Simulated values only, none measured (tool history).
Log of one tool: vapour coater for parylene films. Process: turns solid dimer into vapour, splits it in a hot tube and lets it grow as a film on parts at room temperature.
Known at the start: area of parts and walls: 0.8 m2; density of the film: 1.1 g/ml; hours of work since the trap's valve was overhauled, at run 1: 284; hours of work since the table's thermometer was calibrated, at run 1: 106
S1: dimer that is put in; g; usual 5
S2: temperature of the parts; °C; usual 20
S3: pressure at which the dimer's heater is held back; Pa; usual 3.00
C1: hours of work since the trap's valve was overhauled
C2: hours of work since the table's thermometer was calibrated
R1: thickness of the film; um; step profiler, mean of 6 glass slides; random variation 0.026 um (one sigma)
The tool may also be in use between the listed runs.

| run | hour | S1 | S2 | S3 | C1 | C2 | R1 |
|---|---|---|---|---|---|---|---|
| 1 | 0.0 | 5 | 20 | 3.00 | 284 | 106 | 3.37 |
| 2 | 14.8 | 5 | 20 | 3.00 | 292 | 114 | 3.40 |
| 3 | 38.9 | 5 | 20 | 3.00 | 305 | 128 | 3.37 |
| 4 | 64.5 | 5 | 20 | 3.00 | 319 | 142 | 3.35 |
| 5 | 79.3 | 5 | 19 | 3.00 | 328 | 150 | 3.47 |
| 6 | 94.9 | 5 | 19 | 3.00 | 336 | 159 | 3.45 |
| 7 | 107.6 | 5 | 19 | 3.00 | 343 | 166 | 3.44 |
| 8 | 129.0 | 7 | 14 | 2.62 | 355 | 178 | 5.47 |
| 9 | 146.2 | 3 | 13 | 3.00 | 365 | 187 | 2.32 |
|  | 163.3 | trap's valve overhauled |
| 10 | 170.6 | 7 | 21 | 3.00 | 4 | 199 | 4.90 |
| 11 | 194.2 | 6 | 15 | 4.94 | 17 | 212 | 4.49 |

Hidden state or all else? Some run-to-run changes of R1, split into what the settings, what came in and random variation would give without the hidden state, and what is left for the hidden state (with any gauge scatter that isn't in both results):
The hidden state here: vapour lost through the trap's worn valve, %; true temperature of the parts over the reading, C; drift of the gauge itself on film_um, %.
Run 8 -> 9: S1 7 -> 3, S2 14 -> 13, S3 2.62 -> 3.00. R1 -3.15 um: hidden state +0.17, all else -3.32.

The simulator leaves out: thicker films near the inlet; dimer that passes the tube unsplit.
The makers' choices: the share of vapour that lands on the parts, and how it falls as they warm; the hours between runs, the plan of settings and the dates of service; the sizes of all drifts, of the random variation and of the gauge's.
